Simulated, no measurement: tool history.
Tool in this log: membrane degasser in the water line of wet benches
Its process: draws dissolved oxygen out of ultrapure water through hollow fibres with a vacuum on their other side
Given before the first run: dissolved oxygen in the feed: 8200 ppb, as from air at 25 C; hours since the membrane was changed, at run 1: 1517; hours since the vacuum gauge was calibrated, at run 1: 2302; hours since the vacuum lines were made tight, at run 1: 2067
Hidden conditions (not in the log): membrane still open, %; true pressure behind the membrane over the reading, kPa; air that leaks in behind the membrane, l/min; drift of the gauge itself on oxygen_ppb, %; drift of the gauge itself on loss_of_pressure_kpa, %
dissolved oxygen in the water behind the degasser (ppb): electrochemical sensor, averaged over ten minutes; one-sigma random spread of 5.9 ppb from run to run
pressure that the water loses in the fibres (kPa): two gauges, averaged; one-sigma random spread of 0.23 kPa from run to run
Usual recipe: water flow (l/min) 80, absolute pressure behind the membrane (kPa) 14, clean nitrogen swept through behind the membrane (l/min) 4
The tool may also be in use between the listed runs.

run	hour	water flow (l/min)	absolute pressure behind the membrane (kPa)	clean nitrogen swept through behind the membrane (l/min)	hours since the membrane was changed	hours since the vacuum gauge was calibrated	hours since the vacuum lines were made tight	dissolved oxygen in the water behind the degasser (ppb)	pressure that the water loses in the fibres (kPa)
1	0	80	14	4	1517	2302	2067	601.3	57.58
2	31.3	80	14	4	1548	2333	2098	594.2	57.71
3	88.7	80	14	4	1606	2391	2155	586	57.56
4	118.6	80	14	4	1635	2421	2185	585.2	57.66
5	155.4	80	14	4	1672	2457	2222	595.8	57.35
6	185.7	80	14	4	1703	2488	2252	582.9	57.24
7	236.1	80	14	4	1753	2538	2303	583.7	57.41
8	283.1	69	14	4	1800	2585	2350	513.6	49.56
9	316.4	69	14	4	1833	2618	2383	506.1	49.6
10	364.3	69	14	4	1881	2666	2431	497	49.75
11	409.6	52	11.8	3.2	1926	2712	2476	373.2	37.77
12	463.2	116	11.4	10.69	1980	2765	2530	455.3	83.87
13	506.4	62	29.1	2.16	2023	2808	2573	1427.7	44.79
14	540	80	21.5	4	2057	2842	2607	877.5	57.65
15	595.3	108	23.9	5.89	2112	2897	2662	988	77.67
16	636.9	64	14	4	2154	2939	2703	465.8	46.15
17	695.4	64	14	4	2212	2997	2762	459.7	45.96

Predict each of these 3 candidate next runs independently; none follows another, all start after run 17:
A	752	80	14	5.37	2269	3054	2819	?	?
B	752	112	26.1	5.93	2269	3054	2819	?	?
C	752	66	14	5.6	2269	3054	2819	?	?

run	dissolved oxygen in the water behind the degasser (ppb)	pressure that the water loses in the fibres (kPa)
A	488.6	57.75
B	1065.4	81.22
C	388.8	47.71
Had the tool no hidden state, the same runs would have come out as:
run	dissolved oxygen in the water behind the degasser (ppb)	pressure that the water loses in the fibres (kPa)
A	488.2	57.07
B	1064.9	80.27
C	388.4	47.15
